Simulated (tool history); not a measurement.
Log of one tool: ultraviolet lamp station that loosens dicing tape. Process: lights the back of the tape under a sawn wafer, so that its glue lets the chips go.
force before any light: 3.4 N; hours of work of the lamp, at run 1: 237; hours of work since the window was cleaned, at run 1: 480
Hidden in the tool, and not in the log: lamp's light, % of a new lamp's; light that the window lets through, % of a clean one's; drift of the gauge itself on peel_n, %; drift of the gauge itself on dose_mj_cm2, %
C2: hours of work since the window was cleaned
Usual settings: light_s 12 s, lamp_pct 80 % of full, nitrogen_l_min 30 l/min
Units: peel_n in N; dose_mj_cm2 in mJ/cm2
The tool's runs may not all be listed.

{"run": 1, "hour": 0.0, "light_s": 12, "lamp_pct": 80, "nitrogen_l_min": 30, "hours of work of the lamp": 237, "C2": 480, "peel_n": 0.332, "dose_mj_cm2": 439}
{"run": 2, "hour": 9.8, "light_s": 12, "lamp_pct": 80, "nitrogen_l_min": 30, "hours of work of the lamp": 243, "C2": 486, "peel_n": 0.349, "dose_mj_cm2": 443}
{"run": 3, "hour": 16.7, "light_s": 12, "lamp_pct": 80, "nitrogen_l_min": 30, "hours of work of the lamp": 248, "C2": 491, "peel_n": 0.316, "dose_mj_cm2": 440}
{"run": 4, "hour": 23.1, "light_s": 12, "lamp_pct": 80, "nitrogen_l_min": 25, "hours of work of the lamp": 252, "C2": 495, "peel_n": 0.367, "dose_mj_cm2": 442}
{"run": 5, "hour": 34.7, "light_s": 12, "lamp_pct": 80, "nitrogen_l_min": 30, "hours of work of the lamp": 259, "C2": 502, "peel_n": 0.342, "dose_mj_cm2": 438}
{"run": 6, "hour": 40.5, "light_s": 12, "lamp_pct": 80, "nitrogen_l_min": 30, "hours of work of the lamp": 263, "C2": 506, "peel_n": 0.339, "dose_mj_cm2": 435}
{"run": 7, "hour": 49.7, "light_s": 12, "lamp_pct": 80, "nitrogen_l_min": 30, "hours of work of the lamp": 269, "C2": 512, "peel_n": 0.337, "dose_mj_cm2": 440}
{"run": 8, "hour": 58.1, "light_s": 11, "lamp_pct": 69, "nitrogen_l_min": 19, "hours of work of the lamp": 275, "C2": 518, "peel_n": 0.66, "dose_mj_cm2": 341}
{"run": 9, "hour": 64.9, "light_s": 14, "lamp_pct": 70, "nitrogen_l_min": 12, "hours of work of the lamp": 279, "C2": 522, "peel_n": 0.574, "dose_mj_cm2": 441}
{"run": 10, "hour": 71.1, "light_s": 14, "lamp_pct": 70, "nitrogen_l_min": 12, "hours of work of the lamp": 283, "C2": 526, "peel_n": 0.587, "dose_mj_cm2": 444}
{"run": 11, "hour": 82.7, "light_s": 8, "lamp_pct": 96, "nitrogen_l_min": 49, "hours of work of the lamp": 291, "C2": 534, "peel_n": 0.38, "dose_mj_cm2": 345}
{"run": 12, "hour": 93.4, "light_s": 8, "lamp_pct": 96, "nitrogen_l_min": 49, "hours of work of the lamp": 298, "C2": 541, "peel_n": 0.387, "dose_mj_cm2": 344}
{"run": 13, "hour": 102.5, "light_s": 12, "lamp_pct": 78, "nitrogen_l_min": 14, "hours of work of the lamp": 304, "C2": 547, "peel_n": 0.6, "dose_mj_cm2": 416}

Hidden state or all else? Some run-to-run changes of peel_n, split into what the settings, what came in and random variation would give without the hidden state, and what is left for the hidden state (with any gauge scatter that isn't in both results):
Run 7 -> 8: light_s 12 -> 11, lamp_pct 80 -> 69, nitrogen_l_min 30 -> 19. peel_n +0.323 N: hidden state +0.094, all else +0.229.
